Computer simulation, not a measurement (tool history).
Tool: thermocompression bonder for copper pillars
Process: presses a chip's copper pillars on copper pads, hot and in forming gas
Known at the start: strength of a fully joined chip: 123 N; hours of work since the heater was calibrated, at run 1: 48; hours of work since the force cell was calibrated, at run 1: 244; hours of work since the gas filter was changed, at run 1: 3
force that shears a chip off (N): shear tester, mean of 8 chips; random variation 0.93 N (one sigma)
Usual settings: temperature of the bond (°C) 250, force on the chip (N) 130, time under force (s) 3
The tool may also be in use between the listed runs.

run,hour,temperature of the bond (°C),force on the chip (N),time under force (s),hours of work since the heater was calibrated,hours of work since the force cell was calibrated,hours of work since the gas filter was changed,force that shears a chip off (N)
1,0,250,130,3,48,244,3,78.3
2,12.5,250,130,3,57,254,12,79.2
3,25.8,250,128,3,67,263,22,76.6
4,33.2,250,130,2,72,269,27,66.4
5,44.1,250,130,2,80,277,35,66.9
6,58.4,250,130,3,91,287,46,74
7,70.1,250,130,3,99,296,54,74.1
8,81.6,250,130,3,108,304,63,73.6
9,93.9,243,130,3,117,313,72,64.6
10,100.4,250,130,3,121,318,76,70.4
11,113.9,250,81,3,131,328,86,47.4
12,127,250,187,3,141,337,96,88.8
13,138.1,250,187,3,149,345,104,87.9
14,150.9,275,187,3,158,355,113,101.7
15,157.6,250,130,3,163,360,118,68.5
# hour 166.5: forming gas filter changed
16,171.8,250,130,3,173,370,4,75
17,178.3,250,130,3,178,374,9,74.9
18,191.3,250,130,3,187,384,18,75.6
19,203.3,250,130,3,196,393,27,73.7
# hour 206.1: heater calibrated with a thermocouple chip
20,214.2,250,130,3,6,399,33,73.3
21,221.3,234,104,6,11,404,39,58.3
# hour 230.1: heater calibrated with a thermocouple chip, once more
22,235,234,104,6,4,413,47,64.6
23,246.6,250,130,2,12,421,56,66.8
24,255.4,226,128,4,18,428,62,57.6
25,264.8,232,134,5,25,435,69,69.1
26,277.4,250,134,4,35,444,78,79.7
27,286.9,250,134,4,41,451,85,81.5
28,296.9,238,130,3,49,458,92,61.5
29,304,258,99,2,54,463,98,56.5
30,310,272,84,3,58,468,102,69
31,321.8,272,84,3,67,476,111,69
32,333.4,272,84,3,75,485,119,69.7
# hour 341: forming gas filter changed
33,342.8,272,131,3,82,491,1,101.1
34,355.6,272,172,4,91,501,11,111.8
35,365.9,272,172,4,99,508,18,111.4
36,376.1,235,172,4,106,516,26,81.8
37,384.4,273,86,5,112,522,32,85.4
38,390.3,273,184,5,117,526,36,113.4
39,400.9,273,184,5,124,534,44,113.3
40,414.5,262,134,3,134,544,54,85.3

Forecast each of these 3 alternatives for the next run:
A,421.5,248,133,2,139,549,59,?
B,421.5,254,179,3,139,549,59,?
C,421.5,241,192,3,139,549,59,?

run,force that shears a chip off (N)
A,61.9
B,93.1
C,83.6
Without the tool's hidden state the same runs would have given:
run,force that shears a chip off (N)
A,66.6
B,99.3
C,89.5
